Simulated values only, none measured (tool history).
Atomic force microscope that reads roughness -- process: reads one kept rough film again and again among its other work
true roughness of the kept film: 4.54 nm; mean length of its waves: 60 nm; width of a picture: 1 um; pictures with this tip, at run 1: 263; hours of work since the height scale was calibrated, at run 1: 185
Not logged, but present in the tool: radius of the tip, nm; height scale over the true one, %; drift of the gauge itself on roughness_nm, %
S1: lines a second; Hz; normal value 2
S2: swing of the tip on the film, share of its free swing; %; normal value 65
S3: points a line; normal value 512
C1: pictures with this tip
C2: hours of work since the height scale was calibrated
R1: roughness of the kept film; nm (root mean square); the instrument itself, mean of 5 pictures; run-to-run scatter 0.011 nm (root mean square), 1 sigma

{"run": 1, "day": 0.0, "S1": 2, "S2": 65, "S3": 512, "C1": 263, "C2": 185, "R1": 4.027}
{"run": 2, "day": 0.3, "S1": 2, "S2": 65, "S3": 512, "C1": 274, "C2": 190, "R1": 4.026}
{"run": 3, "day": 0.679, "S1": 1.43, "S2": 65, "S3": 512, "C1": 288, "C2": 197, "R1": 4.082}
{"run": 4, "day": 1.1, "S1": 1.43, "S2": 65, "S3": 512, "C1": 303, "C2": 204, "R1": 4.092}
{"run": 5, "day": 1.525, "S1": 1.43, "S2": 65, "S3": 512, "C1": 319, "C2": 211, "R1": 4.079}
{"day": 1.862, "done": "new tip fitted"}
{"run": 6, "day": 1.908, "S1": 1.43, "S2": 65, "S3": 512, "C1": 2, "C2": 218, "R1": 4.187}
{"run": 7, "day": 2.321, "S1": 1.43, "S2": 65, "S3": 512, "C1": 17, "C2": 225, "R1": 4.184}
{"run": 8, "day": 2.708, "S1": 1.43, "S2": 65, "S3": 512, "C1": 31, "C2": 231, "R1": 4.158}
{"run": 9, "day": 3.096, "S1": 1.43, "S2": 65, "S3": 512, "C1": 45, "C2": 238, "R1": 4.183}
{"run": 10, "day": 3.462, "S1": 1.43, "S2": 65, "S3": 512, "C1": 59, "C2": 244, "R1": 4.163}
{"run": 11, "day": 3.871, "S1": 2, "S2": 89, "S3": 512, "C1": 73, "C2": 251, "R1": 3.49}
{"run": 12, "day": 4.246, "S1": 2, "S2": 89, "S3": 512, "C1": 87, "C2": 258, "R1": 3.481}
{"run": 13, "day": 4.504, "S1": 2, "S2": 65, "S3": 313, "C1": 97, "C2": 262, "R1": 4.053}
{"run": 14, "day": 4.821, "S1": 2, "S2": 65, "S3": 313, "C1": 108, "C2": 268, "R1": 4.038}
{"run": 15, "day": 5.158, "S1": 2.08, "S2": 65, "S3": 512, "C1": 121, "C2": 274, "R1": 4.045}
{"run": 16, "day": 5.371, "S1": 2.08, "S2": 65, "S3": 512, "C1": 128, "C2": 277, "R1": 4.033}
{"run": 17, "day": 5.558, "S1": 2.08, "S2": 65, "S3": 512, "C1": 135, "C2": 281, "R1": 4.031}
{"run": 18, "day": 5.983, "S1": 1.03, "S2": 65, "S3": 512, "C1": 150, "C2": 288, "R1": 4.169}
{"run": 19, "day": 6.375, "S1": 1.03, "S2": 65, "S3": 512, "C1": 165, "C2": 295, "R1": 4.183}
{"run": 20, "day": 6.717, "S1": 1.03, "S2": 65, "S3": 512, "C1": 177, "C2": 301, "R1": 4.177}
{"run": 21, "day": 7.054, "S1": 1.03, "S2": 65, "S3": 512, "C1": 190, "C2": 306, "R1": 4.165}
{"run": 22, "day": 7.425, "S1": 2, "S2": 65, "S3": 1007, "C1": 203, "C2": 313, "R1": 4.04}
{"run": 23, "day": 7.708, "S1": 2, "S2": 65, "S3": 512, "C1": 214, "C2": 318, "R1": 4.004}
{"run": 24, "day": 8.021, "S1": 2, "S2": 88, "S3": 512, "C1": 225, "C2": 323, "R1": 3.489}
{"run": 25, "day": 8.433, "S1": 1.26, "S2": 65, "S3": 512, "C1": 240, "C2": 330, "R1": 4.107}
{"run": 26, "day": 8.775, "S1": 1.26, "S2": 65, "S3": 512, "C1": 252, "C2": 336, "R1": 4.107}
{"run": 27, "day": 9.117, "S1": 1.26, "S2": 65, "S3": 512, "C1": 265, "C2": 342, "R1": 4.115}
{"run": 28, "day": 9.388, "S1": 1.26, "S2": 65, "S3": 512, "C1": 275, "C2": 347, "R1": 4.08}
{"run": 29, "day": 9.729, "S1": 2.55, "S2": 71, "S3": 886, "C1": 287, "C2": 353, "R1": 3.79}
{"run": 30, "day": 10.058, "S1": 1.81, "S2": 67, "S3": 319, "C1": 299, "C2": 358, "R1": 3.969}
{"run": 31, "day": 10.429, "S1": 1.81, "S2": 67, "S3": 319, "C1": 313, "C2": 365, "R1": 3.976}
{"run": 32, "day": 10.642, "S1": 1.81, "S2": 67, "S3": 319, "C1": 321, "C2": 368, "R1": 3.959}
{"run": 33, "day": 10.871, "S1": 2, "S2": 59, "S3": 268, "C1": 329, "C2": 372, "R1": 4.044}
{"day": 10.912, "done": "new tip fitted"}
{"run": 34, "day": 11.317, "S1": 2, "S2": 59, "S3": 268, "C1": 15, "C2": 380, "R1": 4.168}
{"run": 35, "day": 11.533, "S1": 1.49, "S2": 84, "S3": 745, "C1": 22, "C2": 383, "R1": 3.82}
{"day": 11.604, "done": "height scale calibrated on a step standard"}
{"run": 36, "day": 11.954, "S1": 1.46, "S2": 64, "S3": 311, "C1": 36, "C2": 6, "R1": 4.161}
{"run": 37, "day": 12.275, "S1": 1.18, "S2": 63, "S3": 512, "C1": 48, "C2": 12, "R1": 4.191}
{"run": 38, "day": 12.542, "S1": 1.83, "S2": 63, "S3": 627, "C1": 58, "C2": 16, "R1": 4.128}
{"run": 39, "day": 12.862, "S1": 1.76, "S2": 62, "S3": 477, "C1": 69, "C2": 22, "R1": 4.158}
{"run": 40, "day": 13.246, "S1": 1.04, "S2": 86, "S3": 307, "C1": 83, "C2": 28, "R1": 3.889}
{"day": 13.467, "done": "height scale calibrated on a step standard, once more"}
{"run": 41, "day": 13.683, "S1": 1.04, "S2": 86, "S3": 307, "C1": 98, "C2": 4, "R1": 3.948}
{"run": 42, "day": 14.079, "S1": 2.72, "S2": 78, "S3": 631, "C1": 112, "C2": 11, "R1": 3.657}
{"run": 43, "day": 14.358, "S1": 0.95, "S2": 65, "S3": 512, "C1": 123, "C2": 15, "R1": 4.238}
{"run": 44, "day": 14.588, "S1": 0.81, "S2": 88, "S3": 721, "C1": 131, "C2": 19, "R1": 3.995}
{"run": 45, "day": 14.825, "S1": 0.7, "S2": 67, "S3": 648, "C1": 140, "C2": 23, "R1": 4.251}
{"run": 46, "day": 15.096, "S1": 2, "S2": 65, "S3": 258, "C1": 149, "C2": 28, "R1": 4.067}
{"run": 47, "day": 15.417, "S1": 2, "S2": 65, "S3": 258, "C1": 161, "C2": 34, "R1": 4.062}
{"run": 48, "day": 15.7, "S1": 0.84, "S2": 65, "S3": 570, "C1": 172, "C2": 39, "R1": 4.222}
{"run": 49, "day": 15.883, "S1": 0.51, "S2": 60, "S3": 539, "C1": 178, "C2": 42, "R1": 4.292}
{"run": 50, "day": 16.233, "S1": 0.51, "S2": 60, "S3": 539, "C1": 191, "C2": 48, "R1": 4.29}
{"run": 51, "day": 16.454, "S1": 3.99, "S2": 60, "S3": 512, "C1": 199, "C2": 52, "R1": 3.937}
{"run": 52, "day": 16.762, "S1": 1.7, "S2": 83, "S3": 316, "C1": 210, "C2": 57, "R1": 3.74}

Results per run with the tool's hidden condition removed, run-to-run variation unchanged:
run=1 R1=4.137
run=2 R1=4.141
run=3 R1=4.205
run=4 R1=4.222
run=5 R1=4.214
run=6 R1=4.212
run=7 R1=4.216
run=8 R1=4.196
run=9 R1=4.228
run=10 R1=4.213
run=11 R1=3.537
run=12 R1=3.533
run=13 R1=4.118
run=14 R1=4.107
run=15 R1=4.12
run=16 R1=4.11
run=17 R1=4.111
run=18 R1=4.258
run=19 R1=4.28
run=20 R1=4.278
run=21 R1=4.272
run=22 R1=4.149
run=23 R1=4.116
run=24 R1=3.591
run=25 R1=4.235
run=26 R1=4.24
run=27 R1=4.253
run=28 R1=4.221
run=29 R1=3.927
run=30 R1=4.117
run=31 R1=4.13
run=32 R1=4.116
run=33 R1=4.208
run=34 R1=4.204
run=35 R1=3.856
run=36 R1=4.214
run=37 R1=4.25
run=38 R1=4.19
run=39 R1=4.225
run=40 R1=3.957
run=41 R1=3.985
run=42 R1=3.697
run=43 R1=4.289
run=44 R1=4.046
run=45 R1=4.309
run=46 R1=4.127
run=47 R1=4.127
run=48 R1=4.294
run=49 R1=4.368
run=50 R1=4.372
run=51 R1=4.015
run=52 R1=3.819

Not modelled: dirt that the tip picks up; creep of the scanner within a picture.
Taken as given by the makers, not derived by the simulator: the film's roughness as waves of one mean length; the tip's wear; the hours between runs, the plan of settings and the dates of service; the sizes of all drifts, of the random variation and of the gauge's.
